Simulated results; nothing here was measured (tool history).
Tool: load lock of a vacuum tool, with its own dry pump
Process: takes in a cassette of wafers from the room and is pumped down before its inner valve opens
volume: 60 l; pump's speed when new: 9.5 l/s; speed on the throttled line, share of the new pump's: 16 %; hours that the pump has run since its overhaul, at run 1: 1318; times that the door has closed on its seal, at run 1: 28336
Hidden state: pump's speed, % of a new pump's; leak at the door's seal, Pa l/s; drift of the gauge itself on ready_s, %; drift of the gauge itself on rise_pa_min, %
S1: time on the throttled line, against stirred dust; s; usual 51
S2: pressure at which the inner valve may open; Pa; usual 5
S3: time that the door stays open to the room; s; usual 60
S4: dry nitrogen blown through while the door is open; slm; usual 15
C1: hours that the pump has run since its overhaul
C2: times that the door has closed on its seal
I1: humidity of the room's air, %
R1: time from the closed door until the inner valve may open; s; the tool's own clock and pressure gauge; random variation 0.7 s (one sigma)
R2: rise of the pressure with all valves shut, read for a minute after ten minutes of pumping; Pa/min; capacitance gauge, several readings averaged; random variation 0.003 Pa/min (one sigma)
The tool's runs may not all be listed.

{"run": 1, "hour": 0.0, "S1": 51, "S2": 5, "S3": 60, "S4": 15, "C1": 1318, "C2": 28336, "I1": 42.8, "R1": 107.1, "R2": 0.249}
{"run": 2, "hour": 199.2, "S1": 51, "S2": 5, "S3": 60, "S4": 15, "C1": 1517, "C2": 29316, "I1": 46.2, "R1": 107.1, "R2": 0.262}
{"run": 3, "hour": 552.4, "S1": 51, "S2": 5, "S3": 60, "S4": 31, "C1": 1870, "C2": 31054, "I1": 42.0, "R1": 106.8, "R2": 0.268}
{"run": 4, "hour": 801.9, "S1": 51, "S2": 5, "S3": 60, "S4": 31, "C1": 2120, "C2": 32281, "I1": 47.2, "R1": 107.8, "R2": 0.296}
{"run": 5, "hour": 1104.8, "S1": 51, "S2": 5, "S3": 60, "S4": 15, "C1": 2423, "C2": 33772, "I1": 45.1, "R1": 107.6, "R2": 0.32}
{"run": 6, "hour": 1321.4, "S1": 51, "S2": 5, "S3": 60, "S4": 15, "C1": 2639, "C2": 34837, "I1": 42.1, "R1": 108.3, "R2": 0.326}
{"run": 7, "hour": 1549.9, "S1": 51, "S2": 5, "S3": 60, "S4": 15, "C1": 2868, "C2": 35961, "I1": 45.2, "R1": 109.0, "R2": 0.358}
{"run": 8, "hour": 1928.2, "S1": 51, "S2": 5, "S3": 60, "S4": 27, "C1": 3246, "C2": 37822, "I1": 45.5, "R1": 108.0, "R2": 0.369}
{"run": 9, "hour": 2337.1, "S1": 51, "S2": 5, "S3": 60, "S4": 27, "C1": 3655, "C2": 39834, "I1": 46.7, "R1": 108.6, "R2": 0.402}
{"run": 10, "hour": 2726.1, "S1": 75, "S2": 5, "S3": 60, "S4": 15, "C1": 4044, "C2": 41747, "I1": 42.0, "R1": 129.8, "R2": 0.435}
{"run": 11, "hour": 3017.0, "S1": 86, "S2": 5, "S3": 60, "S4": 15, "C1": 4335, "C2": 43179, "I1": 43.1, "R1": 137.7, "R2": 0.456}
{"run": 12, "hour": 3273.5, "S1": 86, "S2": 5, "S3": 60, "S4": 15, "C1": 4591, "C2": 44440, "I1": 47.8, "R1": 137.4, "R2": 0.483}
{"run": 13, "hour": 3490.5, "S1": 51, "S2": 5, "S3": 60, "S4": 15, "C1": 4808, "C2": 45508, "I1": 44.1, "R1": 109.4, "R2": 0.487}
{"run": 14, "hour": 3691.6, "S1": 51, "S2": 5, "S3": 60, "S4": 10, "C1": 5010, "C2": 46497, "I1": 45.2, "R1": 110.5, "R2": 0.522}
{"run": 15, "hour": 3965.2, "S1": 51, "S2": 5, "S3": 32, "S4": 23, "C1": 5283, "C2": 47843, "I1": 43.7, "R1": 109.7, "R2": 0.522}
{"run": 16, "hour": 4230.7, "S1": 51, "S2": 5, "S3": 32, "S4": 23, "C1": 5549, "C2": 49149, "I1": 43.5, "R1": 109.9, "R2": 0.537}
{"run": 17, "hour": 4560.6, "S1": 66, "S2": 5, "S3": 44, "S4": 23, "C1": 5879, "C2": 50772, "I1": 45.0, "R1": 122.8, "R2": 0.57}
{"hour": 4737.9, "done": "door's seal changed, seat wiped"}
{"run": 18, "hour": 4770.7, "S1": 33, "S2": 5, "S3": 60, "S4": 23, "C1": 6087, "C2": 161, "I1": 43.0, "R1": 95.1, "R2": 0.024}
{"run": 19, "hour": 5122.0, "S1": 32, "S2": 5, "S3": 33, "S4": 15, "C1": 6438, "C2": 1890, "I1": 44.5, "R1": 93.9, "R2": 0.029}
{"run": 20, "hour": 5463.0, "S1": 32, "S2": 5, "S3": 33, "S4": 15, "C1": 6779, "C2": 3567, "I1": 46.9, "R1": 96.0, "R2": 0.033}
{"run": 21, "hour": 5752.0, "S1": 31, "S2": 5, "S3": 80, "S4": 21, "C1": 7068, "C2": 4989, "I1": 43.3, "R1": 93.6, "R2": 0.047}
{"run": 22, "hour": 6080.8, "S1": 31, "S2": 5, "S3": 80, "S4": 21, "C1": 7397, "C2": 6606, "I1": 47.9, "R1": 94.6, "R2": 0.061}
{"run": 23, "hour": 6252.8, "S1": 31, "S2": 5, "S3": 80, "S4": 21, "C1": 7569, "C2": 7452, "I1": 43.8, "R1": 95.3, "R2": 0.061}
{"run": 24, "hour": 6433.0, "S1": 51, "S2": 5, "S3": 60, "S4": 15, "C1": 7749, "C2": 8339, "I1": 48.2, "R1": 111.8, "R2": 0.069}
{"run": 25, "hour": 6767.3, "S1": 51, "S2": 6, "S3": 28, "S4": 15, "C1": 8084, "C2": 9983, "I1": 47.6, "R1": 110.1, "R2": 0.066}
{"run": 26, "hour": 6998.9, "S1": 51, "S2": 5, "S3": 60, "S4": 5, "C1": 8315, "C2": 11123, "I1": 48.0, "R1": 111.5, "R2": 0.088}
{"run": 27, "hour": 7244.0, "S1": 35, "S2": 6, "S3": 59, "S4": 20, "C1": 8560, "C2": 12329, "I1": 48.0, "R1": 98.0, "R2": 0.085}

Forecast each of these 5 alternatives for the next run:
{"run": "A", "hour": 7417.8, "S1": 39, "S2": 6, "S3": 59, "S4": 20, "C1": 8734, "C2": 13183, "I1": 43.5, "R1": "?", "R2": "?"}
{"run": "B", "hour": 7417.8, "S1": 35, "S2": 6, "S3": 188, "S4": 20, "C1": 8734, "C2": 13183, "I1": 43.8, "R1": "?", "R2": "?"}
{"run": "C", "hour": 7417.8, "S1": 51, "S2": 4, "S3": 177, "S4": 15, "C1": 8734, "C2": 13183, "I1": 46.0, "R1": "?", "R2": "?"}
{"run": "D", "hour": 7417.8, "S1": 35, "S2": 7, "S3": 59, "S4": 20, "C1": 8734, "C2": 13183, "I1": 44.5, "R1": "?", "R2": "?"}
{"run": "E", "hour": 7417.8, "S1": 51, "S2": 5, "S3": 120, "S4": 15, "C1": 8734, "C2": 13183, "I1": 48.1, "R1": "?", "R2": "?"}

run=A R1=102.0 R2=0.088
run=B R1=97.7 R2=0.120
run=C R1=115.2 R2=0.120
run=D R1=96.6 R2=0.094
run=E R1=111.3 R2=0.109
Without the tool's hidden state the same runs would have given:
run=A R1=95.4 R2=0.023
run=B R1=91.2 R2=0.055
run=C R1=108.5 R2=0.055
run=D R1=90.1 R2=0.029
run=E R1=104.8 R2=0.046
